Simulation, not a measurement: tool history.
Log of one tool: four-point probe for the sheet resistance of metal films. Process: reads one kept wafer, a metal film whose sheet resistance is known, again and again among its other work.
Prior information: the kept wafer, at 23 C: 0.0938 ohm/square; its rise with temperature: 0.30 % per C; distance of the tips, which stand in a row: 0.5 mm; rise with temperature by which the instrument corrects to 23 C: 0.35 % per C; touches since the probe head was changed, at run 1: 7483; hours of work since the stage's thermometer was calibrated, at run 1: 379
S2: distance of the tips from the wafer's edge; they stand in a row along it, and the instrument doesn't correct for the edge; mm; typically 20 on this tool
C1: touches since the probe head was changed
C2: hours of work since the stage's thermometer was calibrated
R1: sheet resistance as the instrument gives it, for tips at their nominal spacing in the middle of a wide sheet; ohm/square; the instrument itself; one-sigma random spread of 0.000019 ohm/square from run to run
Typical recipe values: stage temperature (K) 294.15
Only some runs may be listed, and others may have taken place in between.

Run 1, hour 0.0: usual settings; C1 7483; C2 379. Result: R1 0.094333 ohm/square.
Run 2, hour 30.3: usual settings; C1 7960; C2 399. Result: R1 0.094315 ohm/square.
Run 3, hour 74.9: usual settings; C1 8663; C2 428. Result: R1 0.094330 ohm/square.
Run 4, hour 111.7: usual settings; C1 9243; C2 453. Result: R1 0.094317 ohm/square.
Run 5, hour 165.1: usual settings; C1 10083; C2 488. Result: R1 0.094330 ohm/square.
Run 6, hour 200.9: usual settings; C1 10647; C2 512. Result: R1 0.094372 ohm/square.
Run 7, hour 265.6: usual settings; C1 11666; C2 555. Result: R1 0.094344 ohm/square.
Run 8, hour 329.6: usual settings but S2 37 mm; C1 12674; C2 598. Result: R1 0.094345 ohm/square.
Run 9, hour 375.8: usual settings but S2 7 mm; C1 13402; C2 628. Result: R1 0.094574 ohm/square.
Run 10, hour 413.7: usual settings but S2 7 mm; C1 13999; C2 653. Result: R1 0.094624 ohm/square.
Run 11, hour 465.2: usual settings but stage temperature (K) 306.15; C1 14809; C2 688. Result: R1 0.093787 ohm/square.
Run 12, hour 535.4: usual settings; C1 15916; C2 734. Result: R1 0.094393 ohm/square.
Run 13, hour 564.3: usual settings; C1 16371; C2 753. Result: R1 0.094388 ohm/square.
Run 14, hour 595.4: usual settings but S2 37 mm; C1 16862; C2 774. Result: R1 0.094362 ohm/square.
Run 15, hour 643.5: usual settings but S2 37 mm; C1 17619; C2 806. Result: R1 0.094374 ohm/square.
Run 16, hour 673.5: usual settings; C1 18091; C2 826. Result: R1 0.094410 ohm/square.
Run 17, hour 709.3: usual settings; C1 18655; C2 850. Result: R1 0.094426 ohm/square.
Run 18, hour 764.0: usual settings but S2 11 mm; C1 19516; C2 886. Result: R1 0.094505 ohm/square.
Run 19, hour 810.4: usual settings but S2 11 mm; C1 20248; C2 917. Result: R1 0.094508 ohm/square.
Run 20, hour 860.9: usual settings; C1 21043; C2 951. Result: R1 0.094428 ohm/square.
Run 21, hour 903.2: usual settings; C1 21710; C2 979. Result: R1 0.094450 ohm/square.
Run 22, hour 972.5: usual settings; C1 22800; C2 1025. Result: R1 0.094439 ohm/square.
Run 23, hour 1036.8: usual settings but S2 8 mm; C1 23813; C2 1067. Result: R1 0.094594 ohm/square.
Run 24, hour 1066.4: usual settings but S2 8 mm; C1 24280; C2 1087. Result: R1 0.094620 ohm/square.
Run 25, hour 1131.1: usual settings but stage temperature (K) 298.15, S2 16 mm; C1 25298; C2 1130. Result: R1 0.094309 ohm/square.
Run 26, hour 1177.8: usual settings but S2 12 mm; C1 26035; C2 1161. Result: R1 0.094552 ohm/square.
Run 27, hour 1209.3: usual settings but S2 12 mm; C1 26531; C2 1182. Result: R1 0.094545 ohm/square.
Run 28, hour 1266.2: usual settings but S2 12 mm; C1 27427; C2 1220. Result: R1 0.094563 ohm/square.
Run 29, hour 1335.1: usual settings but stage temperature (K) 303.15, S2 12 mm; C1 28512; C2 1266. Result: R1 0.094123 ohm/square.
Run 30, hour 1363.5: usual settings but stage temperature (K) 291.15, S2 19 mm; C1 28960; C2 1284. Result: R1 0.094642 ohm/square.
Run 31, hour 1420.6: usual settings but stage temperature (K) 306.15, S2 6 mm; C1 29859; C2 1322. Result: R1 0.094222 ohm/square.
Run 32, hour 1465.8: usual settings but stage temperature (K) 295.15, S2 3 mm; C1 30570; C2 1352. Result: R1 0.095836 ohm/square.
Run 33, hour 1510.8: usual settings but stage temperature (K) 293.15, S2 15 mm; C1 31280; C2 1382. Result: R1 0.094586 ohm/square.
Run 34, hour 1560.9: usual settings but stage temperature (K) 299.15, S2 16 mm; C1 32068; C2 1416. Result: R1 0.094296 ohm/square.
Run 35, hour 1614.8: usual settings but stage temperature (K) 299.15, S2 16 mm; C1 32918; C2 1451. Result: R1 0.094323 ohm/square.
Run 36, hour 1674.4: usual settings but S2 22 mm; C1 33857; C2 1491. Result: R1 0.094494 ohm/square.
Run 37, hour 1730.1: usual settings but S2 22 mm; C1 34734; C2 1528. Result: R1 0.094511 ohm/square.
Run 38, hour 1759.1: usual settings but stage temperature (K) 301.15, S2 39 mm; C1 35191; C2 1547. Result: R1 0.094204 ohm/square.
Run 39, hour 1809.2: usual settings but stage temperature (K) 301.15, S2 39 mm; C1 35979; C2 1581. Result: R1 0.094199 ohm/square.
Run 40, hour 1854.9: usual settings but stage temperature (K) 295.15, S2 65 mm; C1 36699; C2 1611. Result: R1 0.094469 ohm/square.
Run 41, hour 1915.2: usual settings but stage temperature (K) 295.15, S2 65 mm; C1 37649; C2 1651. Result: R1 0.094466 ohm/square.
Run 42, hour 1982.6: usual settings but stage temperature (K) 293.15, S2 18 mm; C1 38711; C2 1696. Result: R1 0.094647 ohm/square.
Run 43, hour 2032.1: usual settings but stage temperature (K) 293.15, S2 18 mm; C1 39491; C2 1729. Result: R1 0.094613 ohm/square.
Run 44, hour 2102.5: usual settings but S2 7 mm; C1 40600; C2 1775. Result: R1 0.094835 ohm/square.
Run 45, hour 2148.1: usual settings but S2 7 mm; C1 41318; C2 1806. Result: R1 0.094800 ohm/square.
Run 46, hour 2201.3: usual settings but stage temperature (K) 299.15, S2 51 mm; C1 42156; C2 1841. Result: R1 0.094355 ohm/square.

3 options for the next run, each taken on its own from the tool as it stands now. Forecast them:
Run A, hour 2261.0: usual settings but stage temperature (K) 297.15, S2 58 mm; C1 43095; C2 1881. Result: R1 ?.
Run B, hour 2261.0: usual settings but stage temperature (K) 296.15, S2 14 mm; C1 43095; C2 1881. Result: R1 ?.
Run C, hour 2261.0: usual settings but stage temperature (K) 299.15, S2 66 mm; C1 43095; C2 1881. Result: R1 ?.

run        R1
  A  0.094418
  B  0.094558
  C  0.094344
Had the tool no hidden state, the same runs would have come out as:
run        R1
  A  0.093733
  B  0.093871
  C  0.093660
